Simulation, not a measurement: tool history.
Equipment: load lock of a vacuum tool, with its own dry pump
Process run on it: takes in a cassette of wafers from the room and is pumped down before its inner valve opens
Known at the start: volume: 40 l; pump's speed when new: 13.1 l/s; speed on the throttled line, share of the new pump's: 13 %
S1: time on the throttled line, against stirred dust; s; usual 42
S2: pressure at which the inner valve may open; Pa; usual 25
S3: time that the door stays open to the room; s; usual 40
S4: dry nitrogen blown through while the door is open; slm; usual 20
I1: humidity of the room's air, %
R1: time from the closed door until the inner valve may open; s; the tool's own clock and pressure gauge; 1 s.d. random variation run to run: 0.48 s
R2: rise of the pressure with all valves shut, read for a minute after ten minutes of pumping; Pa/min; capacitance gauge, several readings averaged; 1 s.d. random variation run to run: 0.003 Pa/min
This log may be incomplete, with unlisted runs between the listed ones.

| run | hour | S1 | S2 | S3 | S4 | I1 | R1 | R2 |
|---|---|---|---|---|---|---|---|---|
| 1 | 0.0 | 42 | 25 | 40 | 20 | 46.2 | 66.8 | 0.050 |
| 2 | 178.5 | 42 | 25 | 40 | 20 | 42.8 | 65.5 | 0.052 |
| 3 | 336.8 | 42 | 25 | 48 | 20 | 45.3 | 66.5 | 0.054 |
| 4 | 518.3 | 42 | 25 | 40 | 21 | 45.8 | 66.2 | 0.057 |
| 5 | 692.6 | 42 | 25 | 40 | 21 | 41.7 | 66.1 | 0.062 |
| 6 | 1003.9 | 42 | 25 | 40 | 21 | 42.9 | 66.6 | 0.067 |
| 7 | 1281.3 | 42 | 25 | 40 | 21 | 44.0 | 66.5 | 0.069 |
| 8 | 1541.9 | 42 | 25 | 40 | 20 | 42.8 | 67.4 | 0.076 |
| 9 | 1901.7 | 42 | 25 | 39 | 20 | 43.6 | 67.1 | 0.090 |
| 10 | 2228.5 | 42 | 48 | 40 | 20 | 49.1 | 65.0 | 0.102 |
| 11 | 2485.5 | 39 | 25 | 40 | 34 | 49.5 | 64.9 | 0.099 |
| 12 | 2650.3 | 39 | 28 | 40 | 25 | 43.8 | 65.0 | 0.113 |
| 13 | 2913.9 | 50 | 36 | 45 | 6 | 45.1 | 72.6 | 0.131 |

Run 14 comes next. What will it give?
| 14 | 3139.6 | 50 | 39 | 45 | 6 | 41.2 | ? | ? |

{"run 14": {"R1": 73.4, "R2": 0.139}}
Had the tool carried no hidden state, the very same run would have given R1 68.3 s, R2 0.029 Pa/min.
